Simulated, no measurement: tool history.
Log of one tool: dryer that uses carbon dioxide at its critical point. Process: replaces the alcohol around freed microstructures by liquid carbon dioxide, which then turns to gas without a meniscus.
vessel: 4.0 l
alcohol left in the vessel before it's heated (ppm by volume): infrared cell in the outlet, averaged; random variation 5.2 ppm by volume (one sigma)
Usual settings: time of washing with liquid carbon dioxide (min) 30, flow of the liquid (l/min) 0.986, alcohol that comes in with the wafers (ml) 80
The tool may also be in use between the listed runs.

| run | day | time of washing with liquid carbon dioxide (min) | flow of the liquid (l/min) | alcohol that comes in with the wafers (ml) | alcohol left in the vessel before it's heated (ppm by volume) |
|---|---|---|---|---|---|
| 1 | 0.000 | 30 | 0.986 | 80 | 153 |
| 2 | 0.300 | 30 | 0.986 | 80 | 143 |
| 3 | 0.812 | 30 | 0.986 | 80 | 165 |
| 4 | 1.362 | 30 | 0.930 | 80 | 221 |
| 5 | 1.654 | 30 | 1.330 | 80 | 57 |
| 6 | 2.079 | 30 | 1.330 | 80 | 55 |
| 7 | 2.567 | 30 | 0.986 | 51 | 122 |
| 8 | 2.896 | 30 | 0.603 | 51 | 725 |
| 9 | 3.150 | 38 | 0.603 | 51 | 375 |
| 10 | 3.471 | 20 | 1.035 | 51 | 453 |
| 11 | 3.929 | 30 | 0.738 | 80 | 623 |
| 12 | 4.333 | 24 | 1.542 | 44 | 59 |
| 13 | 4.629 | 20 | 0.986 | 25 | 283 |
| 14 | 5.008 | 25 | 0.986 | 97 | 477 |
| 15 | 5.333 | 25 | 0.986 | 97 | 497 |
| 16 | 5.762 | 36 | 0.930 | 45 | 96 |
| 17 | 6.088 | 35 | 1.247 | 22 | 41 |

Forecast each of these 4 alternatives for the next run:
|  | 6.262 | inlet filter changed |
| A | 6.654 | 25 | 1.247 | 64 | ? |
|  | 6.262 | inlet filter changed |
| B | 6.654 | 45 | 0.986 | 80 | ? |
|  | 6.262 | inlet filter changed |
| C | 6.654 | 18 | 0.731 | 22 | ? |
|  | 6.262 | inlet filter changed |
| D | 6.654 | 35 | 0.636 | 28 | ? |

| run | alcohol left in the vessel before it's heated (ppm by volume) |
|---|---|
| A | 77 |
| B | 46 |
| C | 536 |
| D | 167 |
Without the tool's hidden state the same runs would have given:
| run | alcohol left in the vessel before it's heated (ppm by volume) |
|---|---|
| A | 42 |
| B | 13 |
| C | 493 |
| D | 130 |

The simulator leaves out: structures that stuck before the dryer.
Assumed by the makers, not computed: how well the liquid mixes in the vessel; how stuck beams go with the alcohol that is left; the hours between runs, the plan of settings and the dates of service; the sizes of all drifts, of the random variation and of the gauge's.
